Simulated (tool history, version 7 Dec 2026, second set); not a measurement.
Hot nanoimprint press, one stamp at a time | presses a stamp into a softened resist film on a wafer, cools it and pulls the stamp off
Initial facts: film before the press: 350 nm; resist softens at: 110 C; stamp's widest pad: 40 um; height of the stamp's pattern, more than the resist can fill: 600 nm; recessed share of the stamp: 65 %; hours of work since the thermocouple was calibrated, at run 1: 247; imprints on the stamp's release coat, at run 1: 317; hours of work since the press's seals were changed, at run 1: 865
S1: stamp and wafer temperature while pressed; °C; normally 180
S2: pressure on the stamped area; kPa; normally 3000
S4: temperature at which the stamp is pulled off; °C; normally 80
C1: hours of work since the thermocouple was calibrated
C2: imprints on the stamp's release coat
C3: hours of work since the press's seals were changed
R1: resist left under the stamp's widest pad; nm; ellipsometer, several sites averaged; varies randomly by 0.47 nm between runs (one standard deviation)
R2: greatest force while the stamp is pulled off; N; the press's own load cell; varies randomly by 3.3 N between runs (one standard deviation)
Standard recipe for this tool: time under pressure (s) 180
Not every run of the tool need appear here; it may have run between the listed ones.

run 1 hour=0.0 | S1=180 S2=3000 time_under_pressure_(s)=180 S4=80 | C1=247 C2=317 C3=865 | R1=173.2 R2=216
run 2 hour=19.0 | S1=180 S2=3000 time_under_pressure_(s)=180 S4=80 | C1=262 C2=393 C3=880 | R1=172.4 R2=210
run 3 hour=44.8 | S1=180 S2=3000 time_under_pressure_(s)=180 S4=80 | C1=281 C2=497 C3=899 | R1=173.1 R2=220
run 4 hour=58.0 | S1=180 S2=4290 time_under_pressure_(s)=180 S4=80 | C1=291 C2=550 C3=909 | R1=146.2 R2=223
run 5 hour=84.4 | S1=180 S2=4290 time_under_pressure_(s)=180 S4=80 | C1=311 C2=657 C3=929 | R1=146.1 R2=221
run 6 hour=108.9 | S1=180 S2=4290 time_under_pressure_(s)=180 S4=80 | C1=329 C2=755 C3=947 | R1=146.0 R2=218
run 7 hour=132.6 | S1=180 S2=3000 time_under_pressure_(s)=234 S4=80 | C1=347 C2=851 C3=965 | R1=157.5 R2=218
-- hour=147.5 stamp cleaned and given a new release coat
run 8 hour=159.1 | S1=180 S2=3000 time_under_pressure_(s)=234 S4=80 | C1=362 C2=46 C3=980 | R1=157.3 R2=223
-- hour=179.0 press's hydraulic seals changed and the load cell set to zero
run 9 hour=195.7 | S1=180 S2=3000 time_under_pressure_(s)=180 S4=80 | C1=383 C2=161 C3=13 | R1=173.2 R2=219
run 10 hour=208.1 | S1=180 S2=3000 time_under_pressure_(s)=180 S4=80 | C1=393 C2=211 C3=22 | R1=173.2 R2=208
run 11 hour=233.3 | S1=180 S2=3000 time_under_pressure_(s)=188 S4=80 | C1=411 C2=312 C3=41 | R1=171.6 R2=221
run 12 hour=256.6 | S1=180 S2=3000 time_under_pressure_(s)=188 S4=80 | C1=429 C2=406 C3=58 | R1=170.8 R2=220
run 13 hour=271.5 | S1=180 S2=3000 time_under_pressure_(s)=180 S4=74 | C1=440 C2=466 C3=69 | R1=173.7 R2=238
run 14 hour=298.9 | S1=180 S2=3000 time_under_pressure_(s)=180 S4=80 | C1=460 C2=577 C3=90 | R1=174.5 R2=221
run 15 hour=313.9 | S1=180 S2=3000 time_under_pressure_(s)=180 S4=80 | C1=472 C2=637 C3=101 | R1=175.0 R2=224
run 16 hour=327.8 | S1=180 S2=3000 time_under_pressure_(s)=180 S4=80 | C1=482 C2=693 C3=111 | R1=174.1 R2=220
run 17 hour=351.5 | S1=169 S2=3000 time_under_pressure_(s)=101 S4=80 | C1=500 C2=788 C3=129 | R1=296.3 R2=218
-- hour=381.8 stamp cleaned and given a new release coat
run 18 hour=381.8 | S1=169 S2=3000 time_under_pressure_(s)=101 S4=80 | C1=518 C2=0 C3=147 | R1=297.0 R2=213
-- hour=402.4 plate thermocouple calibrated
run 19 hour=411.0 | S1=171 S2=2050 time_under_pressure_(s)=194 S4=86 | C1=6 C2=105 C3=167 | R1=274.8 R2=195
run 20 hour=431.4 | S1=180 S2=3000 time_under_pressure_(s)=180 S4=70 | C1=22 C2=188 C3=182 | R1=175.3 R2=249
run 21 hour=453.3 | S1=180 S2=3000 time_under_pressure_(s)=180 S4=70 | C1=38 C2=276 C3=198 | R1=174.8 R2=240
run 22 hour=475.3 | S1=180 S2=3000 time_under_pressure_(s)=180 S4=70 | C1=55 C2=364 C3=215 | R1=175.3 R2=253
run 23 hour=497.3 | S1=176 S2=1860 time_under_pressure_(s)=180 S4=70 | C1=71 C2=453 C3=231 | R1=246.3 R2=254
run 24 hour=516.8 | S1=176 S2=1860 time_under_pressure_(s)=180 S4=70 | C1=86 C2=531 C3=246 | R1=247.4 R2=246
run 25 hour=535.7 | S1=171 S2=3000 time_under_pressure_(s)=324 S4=80 | C1=100 C2=608 C3=260 | R1=215.6 R2=222
run 26 hour=560.7 | S1=171 S2=3000 time_under_pressure_(s)=324 S4=80 | C1=118 C2=708 C3=279 | R1=215.9 R2=216
run 27 hour=586.9 | S1=180 S2=3000 time_under_pressure_(s)=151 S4=80 | C1=138 C2=813 C3=298 | R1=187.1 R2=220
-- hour=610.6 stamp cleaned and given a new release coat
run 28 hour=610.9 | S1=180 S2=2420 time_under_pressure_(s)=198 S4=80 | C1=151 C2=1 C3=312 | R1=188.4 R2=217
run 29 hour=632.4 | S1=180 S2=2420 time_under_pressure_(s)=198 S4=80 | C1=168 C2=88 C3=328 | R1=187.0 R2=217

5 options for the next run, each taken on its own from the tool as it stands now. Forecast them:
run A hour=655.4 | S1=188 S2=3000 time_under_pressure_(s)=180 S4=80 | C1=185 C2=180 C3=345 | R1=? R2=?
run B hour=655.4 | S1=180 S2=2930 time_under_pressure_(s)=254 S4=80 | C1=185 C2=180 C3=345 | R1=? R2=?
run C hour=655.4 | S1=180 S2=3000 time_under_pressure_(s)=180 S4=71 | C1=185 C2=180 C3=345 | R1=? R2=?
run D hour=655.4 | S1=188 S2=3000 time_under_pressure_(s)=180 S4=80 | C1=185 C2=180 C3=345 | R1=? R2=?
run E hour=655.4 | S1=180 S2=3000 time_under_pressure_(s)=178 S4=80 | C1=185 C2=180 C3=345 | R1=? R2=?

run=A R1=121.7 R2=214
run=B R1=157.3 R2=223
run=C R1=177.2 R2=251
run=D R1=122.5 R2=216
run=E R1=177.4 R2=219
Stripped of hidden state, with their random variation kept, the same runs would have yielded:
run=A R1=119.1 R2=214
run=B R1=154.0 R2=223
run=C R1=173.5 R2=250
run=D R1=119.9 R2=215
run=E R1=173.7 R2=218
